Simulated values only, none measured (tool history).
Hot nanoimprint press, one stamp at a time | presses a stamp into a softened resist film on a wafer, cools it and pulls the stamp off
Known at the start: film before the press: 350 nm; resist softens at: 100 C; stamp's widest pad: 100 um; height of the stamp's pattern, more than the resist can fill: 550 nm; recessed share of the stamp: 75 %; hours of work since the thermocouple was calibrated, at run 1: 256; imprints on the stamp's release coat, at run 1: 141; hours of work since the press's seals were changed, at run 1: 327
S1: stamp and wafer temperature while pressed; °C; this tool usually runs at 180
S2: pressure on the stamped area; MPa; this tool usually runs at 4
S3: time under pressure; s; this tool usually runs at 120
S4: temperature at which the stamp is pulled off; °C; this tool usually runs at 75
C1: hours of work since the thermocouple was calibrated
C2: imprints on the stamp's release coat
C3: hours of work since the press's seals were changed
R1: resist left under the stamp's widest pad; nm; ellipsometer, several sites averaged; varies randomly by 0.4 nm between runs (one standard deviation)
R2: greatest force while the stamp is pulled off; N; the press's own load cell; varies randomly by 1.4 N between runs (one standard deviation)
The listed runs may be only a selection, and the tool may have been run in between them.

{"run": 1, "hour": 0.0, "S1": 180, "S2": 4, "S3": 120, "S4": 75, "C1": 256, "C2": 141, "C3": 327, "R1": 165.2, "R2": 119}
{"run": 2, "hour": 56.2, "S1": 180, "S2": 2.4, "S3": 120, "S4": 75, "C1": 298, "C2": 471, "C3": 370, "R1": 210.9, "R2": 125}
{"hour": 113.5, "done": "stamp cleaned and given a new release coat"}
{"run": 3, "hour": 113.5, "S1": 180, "S2": 2.4, "S3": 120, "S4": 75, "C1": 337, "C2": 0, "C3": 408, "R1": 210.8, "R2": 117}
{"hour": 142.6, "done": "plate thermocouple calibrated"}
{"run": 4, "hour": 210.1, "S1": 180, "S2": 2.4, "S3": 120, "S4": 75, "C1": 51, "C2": 549, "C3": 479, "R1": 208.5, "R2": 126}
{"hour": 249.7, "done": "stamp cleaned and given a new release coat"}
{"run": 5, "hour": 284.9, "S1": 180, "S2": 4, "S3": 193, "S4": 75, "C1": 103, "C2": 206, "C3": 530, "R1": 137.5, "R2": 120}
{"hour": 309.2, "done": "plate thermocouple calibrated, once more"}
{"run": 6, "hour": 345.6, "S1": 180, "S2": 4, "S3": 120, "S4": 75, "C1": 27, "C2": 545, "C3": 574, "R1": 168.7, "R2": 129}
{"hour": 386.3, "done": "stamp cleaned and given a new release coat"}
{"run": 7, "hour": 439.3, "S1": 180, "S2": 4, "S3": 120, "S4": 75, "C1": 93, "C2": 311, "C3": 640, "R1": 167.7, "R2": 121}
{"hour": 525.4, "done": "stamp cleaned and given a new release coat"}
{"run": 8, "hour": 535.6, "S1": 180, "S2": 4, "S3": 120, "S4": 75, "C1": 161, "C2": 60, "C3": 708, "R1": 167.5, "R2": 116}
{"run": 9, "hour": 611.4, "S1": 180, "S2": 2.48, "S3": 120, "S4": 75, "C1": 218, "C2": 504, "C3": 764, "R1": 209.4, "R2": 126}
{"run": 10, "hour": 649.7, "S1": 180, "S2": 4, "S3": 120, "S4": 75, "C1": 247, "C2": 729, "C3": 793, "R1": 166.8, "R2": 131}
{"hour": 660.5, "done": "stamp cleaned and given a new release coat"}
{"run": 11, "hour": 724.2, "S1": 180, "S2": 4, "S3": 120, "S4": 75, "C1": 298, "C2": 373, "C3": 845, "R1": 166.2, "R2": 122}
{"hour": 777.3, "done": "press's hydraulic seals changed and the load cell set to zero"}
{"hour": 803.1, "done": "stamp cleaned and given a new release coat"}
{"run": 12, "hour": 803.1, "S1": 180, "S2": 4, "S3": 120, "S4": 75, "C1": 347, "C2": 0, "C3": 15, "R1": 162.8, "R2": 115}
{"hour": 820.4, "done": "plate thermocouple calibrated"}
{"run": 13, "hour": 889.2, "S1": 191, "S2": 4, "S3": 120, "S4": 75, "C1": 52, "C2": 487, "C3": 77, "R1": 117.5, "R2": 126}
{"hour": 944.2, "done": "stamp cleaned and given a new release coat"}
{"run": 14, "hour": 956.2, "S1": 191, "S2": 4, "S3": 120, "S4": 66, "C1": 98, "C2": 70, "C3": 123, "R1": 116.9, "R2": 126}
{"run": 15, "hour": 1037.0, "S1": 180, "S2": 4, "S3": 201, "S4": 68, "C1": 158, "C2": 544, "C3": 184, "R1": 138.7, "R2": 136}
{"hour": 1084.9, "done": "stamp cleaned and given a new release coat"}
{"run": 16, "hour": 1118.0, "S1": 180, "S2": 4, "S3": 201, "S4": 68, "C1": 215, "C2": 194, "C3": 240, "R1": 138.5, "R2": 124}
{"run": 17, "hour": 1202.9, "S1": 179, "S2": 4, "S3": 97, "S4": 75, "C1": 279, "C2": 692, "C3": 304, "R1": 182.6, "R2": 128}
{"hour": 1225.1, "done": "stamp cleaned and given a new release coat"}
{"run": 18, "hour": 1278.0, "S1": 180, "S2": 4, "S3": 120, "S4": 64, "C1": 331, "C2": 310, "C3": 356, "R1": 164.4, "R2": 132}
{"hour": 1317.7, "done": "plate thermocouple calibrated"}
{"run": 19, "hour": 1322.8, "S1": 179, "S2": 4.64, "S3": 120, "S4": 77, "C1": 4, "C2": 555, "C3": 388, "R1": 163.7, "R2": 127}
{"hour": 1363.5, "done": "stamp cleaned and given a new release coat"}
{"run": 20, "hour": 1387.6, "S1": 180, "S2": 4.64, "S3": 120, "S4": 76, "C1": 48, "C2": 142, "C3": 432, "R1": 158.5, "R2": 119}
{"run": 21, "hour": 1441.5, "S1": 180, "S2": 4.64, "S3": 120, "S4": 76, "C1": 89, "C2": 458, "C3": 472, "R1": 157.5, "R2": 126}
{"run": 22, "hour": 1480.6, "S1": 185, "S2": 4, "S3": 65, "S4": 75, "C1": 118, "C2": 687, "C3": 502, "R1": 177.8, "R2": 130}
{"hour": 1496.8, "done": "stamp cleaned and given a new release coat"}
{"run": 23, "hour": 1547.0, "S1": 185, "S2": 4, "S3": 162, "S4": 75, "C1": 163, "C2": 294, "C3": 547, "R1": 129.9, "R2": 123}
{"run": 24, "hour": 1605.8, "S1": 185, "S2": 4, "S3": 162, "S4": 75, "C1": 208, "C2": 640, "C3": 591, "R1": 129.8, "R2": 130}
{"hour": 1630.0, "done": "stamp cleaned and given a new release coat"}
{"run": 25, "hour": 1670.0, "S1": 188, "S2": 4.23, "S3": 160, "S4": 77, "C1": 251, "C2": 235, "C3": 635, "R1": 114.1, "R2": 120}
{"run": 26, "hour": 1718.6, "S1": 188, "S2": 4.23, "S3": 160, "S4": 77, "C1": 288, "C2": 519, "C3": 672, "R1": 113.8, "R2": 127}
{"hour": 1765.9, "done": "stamp cleaned and given a new release coat"}
{"run": 27, "hour": 1781.1, "S1": 188, "S2": 4.23, "S3": 91, "S4": 77, "C1": 330, "C2": 89, "C3": 714, "R1": 139.7, "R2": 115}

Each row is a separate what-if for the run after 27, all from the same tool condition, not one after another. Results?
{"hour": 1821.5, "done": "plate thermocouple calibrated"}
{"run": "A", "hour": 1861.2, "S1": 180, "S2": 4, "S3": 99, "S4": 75, "C1": 30, "C2": 541, "C3": 772, "R1": "?", "R2": "?"}
{"hour": 1821.5, "done": "plate thermocouple calibrated"}
{"run": "B", "hour": 1861.2, "S1": 178, "S2": 4.23, "S3": 91, "S4": 77, "C1": 30, "C2": 541, "C3": 772, "R1": "?", "R2": "?"}
{"hour": 1821.5, "done": "plate thermocouple calibrated"}
{"run": "C", "hour": 1861.2, "S1": 180, "S2": 2.82, "S3": 120, "S4": 61, "C1": 30, "C2": 541, "C3": 772, "R1": "?", "R2": "?"}
{"hour": 1821.5, "done": "plate thermocouple calibrated"}
{"run": "D", "hour": 1861.2, "S1": 178, "S2": 4, "S3": 120, "S4": 79, "C1": 30, "C2": 541, "C3": 772, "R1": "?", "R2": "?"}

run=A R1=182.1 R2=128
run=B R1=193.5 R2=126
run=C R1=201.7 R2=143
run=D R1=182.2 R2=124
Had the tool no hidden state, the same runs would have come out as:
run=A R1=179 R2=117
run=B R1=190.1 R2=115
run=C R1=199.7 R2=131
run=D R1=179.1 R2=113
